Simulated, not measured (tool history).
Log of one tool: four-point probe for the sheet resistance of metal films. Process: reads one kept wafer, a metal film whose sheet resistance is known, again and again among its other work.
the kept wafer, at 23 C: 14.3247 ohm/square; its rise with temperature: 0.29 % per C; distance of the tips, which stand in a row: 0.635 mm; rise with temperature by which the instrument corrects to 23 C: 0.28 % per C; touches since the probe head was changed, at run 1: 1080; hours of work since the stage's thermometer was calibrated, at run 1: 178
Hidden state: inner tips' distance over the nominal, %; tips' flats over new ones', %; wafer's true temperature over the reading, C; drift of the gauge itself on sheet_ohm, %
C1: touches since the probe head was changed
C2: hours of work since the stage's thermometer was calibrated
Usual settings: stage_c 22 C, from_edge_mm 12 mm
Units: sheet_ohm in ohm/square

{"run": 1, "hour": 0.0, "stage_c": 22, "from_edge_mm": 12, "C1": 1080, "C2": 178, "sheet_ohm": 14.340988}
{"run": 2, "hour": 63.9, "stage_c": 22, "from_edge_mm": 12, "C1": 3558, "C2": 218, "sheet_ohm": 14.350701}
{"run": 3, "hour": 98.2, "stage_c": 22, "from_edge_mm": 12, "C1": 4886, "C2": 239, "sheet_ohm": 14.349911}
{"run": 4, "hour": 136.0, "stage_c": 22, "from_edge_mm": 12, "C1": 6350, "C2": 263, "sheet_ohm": 14.352076}
{"run": 5, "hour": 213.4, "stage_c": 22, "from_edge_mm": 12, "C1": 9352, "C2": 311, "sheet_ohm": 14.372539}
{"run": 6, "hour": 260.7, "stage_c": 22, "from_edge_mm": 12, "C1": 11185, "C2": 340, "sheet_ohm": 14.375086}
{"run": 7, "hour": 294.4, "stage_c": 22, "from_edge_mm": 12, "C1": 12492, "C2": 361, "sheet_ohm": 14.374668}
{"run": 8, "hour": 355.6, "stage_c": 22, "from_edge_mm": 6, "C1": 14863, "C2": 399, "sheet_ohm": 14.450239}
{"run": 9, "hour": 391.0, "stage_c": 22, "from_edge_mm": 12, "C1": 16234, "C2": 421, "sheet_ohm": 14.384776}
{"run": 10, "hour": 464.5, "stage_c": 26, "from_edge_mm": 12, "C1": 19084, "C2": 467, "sheet_ohm": 14.409217}
{"run": 11, "hour": 525.6, "stage_c": 26, "from_edge_mm": 12, "C1": 21452, "C2": 505, "sheet_ohm": 14.416372}
{"run": 12, "hour": 599.5, "stage_c": 26, "from_edge_mm": 12, "C1": 24318, "C2": 551, "sheet_ohm": 14.424532}
{"run": 13, "hour": 653.2, "stage_c": 26, "from_edge_mm": 12, "C1": 26397, "C2": 584, "sheet_ohm": 14.434717}
{"run": 14, "hour": 721.5, "stage_c": 26, "from_edge_mm": 12, "C1": 29044, "C2": 626, "sheet_ohm": 14.435995}
{"run": 15, "hour": 786.0, "stage_c": 22, "from_edge_mm": 12, "C1": 31543, "C2": 666, "sheet_ohm": 14.438269}
{"run": 16, "hour": 848.3, "stage_c": 26, "from_edge_mm": 12, "C1": 33961, "C2": 705, "sheet_ohm": 14.458477}
{"run": 17, "hour": 887.3, "stage_c": 26, "from_edge_mm": 12, "C1": 35471, "C2": 729, "sheet_ohm": 14.456065}
{"run": 18, "hour": 964.1, "stage_c": 26, "from_edge_mm": 12, "C1": 38447, "C2": 777, "sheet_ohm": 14.467292}
{"run": 19, "hour": 1017.8, "stage_c": 26, "from_edge_mm": 12, "C1": 40529, "C2": 810, "sheet_ohm": 14.471065}
{"run": 20, "hour": 1080.7, "stage_c": 26, "from_edge_mm": 12, "C1": 42968, "C2": 849, "sheet_ohm": 14.488092}
{"run": 21, "hour": 1142.7, "stage_c": 27, "from_edge_mm": 12, "C1": 45369, "C2": 888, "sheet_ohm": 14.488076}
{"run": 22, "hour": 1221.7, "stage_c": 33, "from_edge_mm": 22, "C1": 48432, "C2": 937, "sheet_ohm": 14.49356}
{"run": 23, "hour": 1291.9, "stage_c": 19, "from_edge_mm": 4, "C1": 51151, "C2": 981, "sheet_ohm": 14.664907}
{"run": 24, "hour": 1356.3, "stage_c": 29, "from_edge_mm": 4, "C1": 53648, "C2": 1021, "sheet_ohm": 14.694496}
{"run": 25, "hour": 1392.4, "stage_c": 35, "from_edge_mm": 8, "C1": 55049, "C2": 1043, "sheet_ohm": 14.56362}
{"run": 26, "hour": 1449.5, "stage_c": 27, "from_edge_mm": 3, "C1": 57261, "C2": 1078, "sheet_ohm": 14.851568}
{"run": 27, "hour": 1520.1, "stage_c": 19, "from_edge_mm": 73, "C1": 59999, "C2": 1122, "sheet_ohm": 14.499394}
{"run": 28, "hour": 1589.9, "stage_c": 19, "from_edge_mm": 73, "C1": 62703, "C2": 1166, "sheet_ohm": 14.511366}
{"run": 29, "hour": 1643.8, "stage_c": 26, "from_edge_mm": 37, "C1": 64793, "C2": 1199, "sheet_ohm": 14.532018}
{"run": 30, "hour": 1692.3, "stage_c": 26, "from_edge_mm": 37, "C1": 66673, "C2": 1229, "sheet_ohm": 14.540673}
{"hour": 1730.5, "done": "new probe head fitted"}
{"run": 31, "hour": 1748.4, "stage_c": 22, "from_edge_mm": 36, "C1": 694, "C2": 1263, "sheet_ohm": 14.259318}
{"run": 32, "hour": 1829.7, "stage_c": 22, "from_edge_mm": 3, "C1": 3845, "C2": 1314, "sheet_ohm": 14.599762}
{"run": 33, "hour": 1889.6, "stage_c": 22, "from_edge_mm": 3, "C1": 6167, "C2": 1351, "sheet_ohm": 14.607312}
{"run": 34, "hour": 1931.8, "stage_c": 22, "from_edge_mm": 3, "C1": 7804, "C2": 1377, "sheet_ohm": 14.620156}
{"run": 35, "hour": 1973.1, "stage_c": 32, "from_edge_mm": 14, "C1": 9405, "C2": 1403, "sheet_ohm": 14.317527}
{"run": 36, "hour": 2011.2, "stage_c": 32, "from_edge_mm": 14, "C1": 10879, "C2": 1427, "sheet_ohm": 14.320167}
{"run": 37, "hour": 2081.7, "stage_c": 25, "from_edge_mm": 10, "C1": 13615, "C2": 1470, "sheet_ohm": 14.338764}
{"run": 38, "hour": 2115.8, "stage_c": 25, "from_edge_mm": 10, "C1": 14933, "C2": 1492, "sheet_ohm": 14.336046}
{"run": 39, "hour": 2159.1, "stage_c": 25, "from_edge_mm": 10, "C1": 16612, "C2": 1518, "sheet_ohm": 14.341998}
{"run": 40, "hour": 2211.6, "stage_c": 35, "from_edge_mm": 10, "C1": 18647, "C2": 1551, "sheet_ohm": 14.365985}
{"run": 41, "hour": 2287.9, "stage_c": 35, "from_edge_mm": 10, "C1": 21607, "C2": 1598, "sheet_ohm": 14.380635}

The same runs without the tool's hidden state, with the same run-to-run variation:
run=1 sheet_ohm=14.342454
run=2 sheet_ohm=14.344909
run=3 sheet_ohm=14.340193
run=4 sheet_ohm=14.337376
run=5 sheet_ohm=14.349252
run=6 sheet_ohm=14.346195
run=7 sheet_ohm=14.34197
run=8 sheet_ohm=14.409804
run=9 sheet_ohm=14.340363
run=10 sheet_ohm=14.355789
run=11 sheet_ohm=14.355111
run=12 sheet_ohm=14.354607
run=13 sheet_ohm=14.358163
run=14 sheet_ohm=14.351404
run=15 sheet_ohm=14.345037
run=16 sheet_ohm=14.357487
run=17 sheet_ohm=14.350534
run=18 sheet_ohm=14.352621
run=19 sheet_ohm=14.350176
run=20 sheet_ohm=14.359976
run=21 sheet_ohm=14.351616
run=22 sheet_ohm=14.346687
run=23 sheet_ohm=14.508964
run=24 sheet_ohm=14.529686
run=25 sheet_ohm=14.395351
run=26 sheet_ohm=14.673595
run=27 sheet_ohm=14.317562
run=28 sheet_ohm=14.320894
run=29 sheet_ohm=14.334548
run=30 sheet_ohm=14.337526
run=31 sheet_ohm=14.327095
run=32 sheet_ohm=14.658496
run=33 sheet_ohm=14.658355
run=34 sheet_ohm=14.666018
run=35 sheet_ohm=14.356898
run=36 sheet_ohm=14.354988
run=37 sheet_ohm=14.364776
run=38 sheet_ohm=14.357205
run=39 sheet_ohm=14.357923
run=40 sheet_ohm=14.374369
run=41 sheet_ohm=14.380367
